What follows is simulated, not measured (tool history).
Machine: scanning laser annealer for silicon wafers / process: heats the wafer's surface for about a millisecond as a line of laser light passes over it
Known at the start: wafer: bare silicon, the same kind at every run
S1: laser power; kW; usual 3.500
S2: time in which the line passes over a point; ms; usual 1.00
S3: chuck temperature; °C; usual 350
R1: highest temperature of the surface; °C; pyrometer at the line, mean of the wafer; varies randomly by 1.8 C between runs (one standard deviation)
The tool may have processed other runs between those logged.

{"run": 1, "hour": 0.0, "S1": 3.5, "S2": 1.0, "S3": 350, "R1": 1033}
{"run": 2, "hour": 8.7, "S1": 3.5, "S2": 1.0, "S3": 350, "R1": 1032}
{"run": 3, "hour": 13.3, "S1": 3.5, "S2": 1.0, "S3": 337, "R1": 1021}
{"run": 4, "hour": 18.3, "S1": 3.5, "S2": 1.0, "S3": 337, "R1": 1022}
{"run": 5, "hour": 23.6, "S1": 3.223, "S2": 1.0, "S3": 337, "R1": 946}
{"run": 6, "hour": 29.3, "S1": 3.223, "S2": 1.0, "S3": 337, "R1": 948}
{"run": 7, "hour": 33.6, "S1": 3.223, "S2": 1.0, "S3": 337, "R1": 949}
{"run": 8, "hour": 40.6, "S1": 3.779, "S2": 1.0, "S3": 337, "R1": 1095}
{"run": 9, "hour": 46.1, "S1": 3.779, "S2": 1.0, "S3": 337, "R1": 1092}
{"run": 10, "hour": 55.3, "S1": 3.66, "S2": 1.0, "S3": 337, "R1": 1059}
{"run": 11, "hour": 59.6, "S1": 3.5, "S2": 0.72, "S3": 350, "R1": 932}
{"run": 12, "hour": 63.9, "S1": 3.5, "S2": 0.72, "S3": 350, "R1": 938}
{"run": 13, "hour": 71.6, "S1": 3.5, "S2": 1.0, "S3": 350, "R1": 1028}
{"run": 14, "hour": 77.5, "S1": 3.5, "S2": 1.0, "S3": 350, "R1": 1026}
{"run": 15, "hour": 84.2, "S1": 3.5, "S2": 1.0, "S3": 350, "R1": 1028}
{"run": 16, "hour": 88.5, "S1": 3.5, "S2": 1.0, "S3": 350, "R1": 1031}
{"run": 17, "hour": 96.2, "S1": 3.5, "S2": 1.0, "S3": 311, "R1": 990}
{"run": 18, "hour": 104.0, "S1": 3.5, "S2": 1.0, "S3": 311, "R1": 988}
{"run": 19, "hour": 109.1, "S1": 3.5, "S2": 1.0, "S3": 311, "R1": 987}
{"run": 20, "hour": 115.1, "S1": 3.5, "S2": 1.0, "S3": 311, "R1": 988}
{"run": 21, "hour": 119.9, "S1": 3.5, "S2": 1.0, "S3": 311, "R1": 991}
{"run": 22, "hour": 127.0, "S1": 3.156, "S2": 1.0, "S3": 357, "R1": 949}
{"run": 23, "hour": 133.2, "S1": 3.156, "S2": 1.0, "S3": 357, "R1": 949}
{"run": 24, "hour": 140.8, "S1": 3.321, "S2": 1.1, "S3": 386, "R1": 1045}
{"run": 25, "hour": 145.5, "S1": 3.321, "S2": 1.1, "S3": 386, "R1": 1045}
{"run": 26, "hour": 152.4, "S1": 3.042, "S2": 0.86, "S3": 320, "R1": 843}
{"run": 27, "hour": 156.9, "S1": 3.067, "S2": 0.86, "S3": 362, "R1": 892}
{"run": 28, "hour": 162.8, "S1": 3.677, "S2": 0.89, "S3": 320, "R1": 1005}
{"run": 29, "hour": 166.8, "S1": 3.677, "S2": 0.89, "S3": 320, "R1": 1003}
{"run": 30, "hour": 171.6, "S1": 3.677, "S2": 0.89, "S3": 320, "R1": 999}
{"run": 31, "hour": 179.0, "S1": 3.791, "S2": 1.0, "S3": 350, "R1": 1098}
{"run": 32, "hour": 184.8, "S1": 3.35, "S2": 1.17, "S3": 332, "R1": 1016}
{"run": 33, "hour": 191.8, "S1": 3.35, "S2": 1.17, "S3": 332, "R1": 1018}
{"run": 34, "hour": 195.6, "S1": 3.783, "S2": 0.79, "S3": 310, "R1": 977}
{"run": 35, "hour": 204.1, "S1": 3.618, "S2": 1.15, "S3": 367, "R1": 1118}
{"run": 36, "hour": 213.4, "S1": 3.308, "S2": 0.92, "S3": 320, "R1": 921}
{"run": 37, "hour": 219.2, "S1": 3.796, "S2": 0.74, "S3": 332, "R1": 982}
{"run": 38, "hour": 227.7, "S1": 3.5, "S2": 1.16, "S3": 360, "R1": 1082}
{"run": 39, "hour": 235.9, "S1": 3.5, "S2": 1.01, "S3": 363, "R1": 1035}
{"run": 40, "hour": 244.2, "S1": 3.225, "S2": 1.04, "S3": 343, "R1": 956}

Forecast each of these 5 alternatives for the next run:
{"run": "A", "hour": 250.8, "S1": 3.838, "S2": 0.85, "S3": 362, "R1": "?"}
{"run": "B", "hour": 250.8, "S1": 3.374, "S2": 0.79, "S3": 389, "R1": "?"}
{"run": "C", "hour": 250.8, "S1": 3.456, "S2": 1.04, "S3": 360, "R1": "?"}
{"run": "D", "hour": 250.8, "S1": 2.977, "S2": 1.04, "S3": 318, "R1": "?"}
{"run": "E", "hour": 250.8, "S1": 3.5, "S2": 1.0, "S3": 351, "R1": "?"}

run=A R1=1060
run=B R1=960
run=C R1=1035
run=D R1=870
run=E R1=1020
Without the tool's unlogged condition, the same runs would have read:
run=A R1=1094
run=B R1=987
run=C R1=1067
run=D R1=896
run=E R1=1052
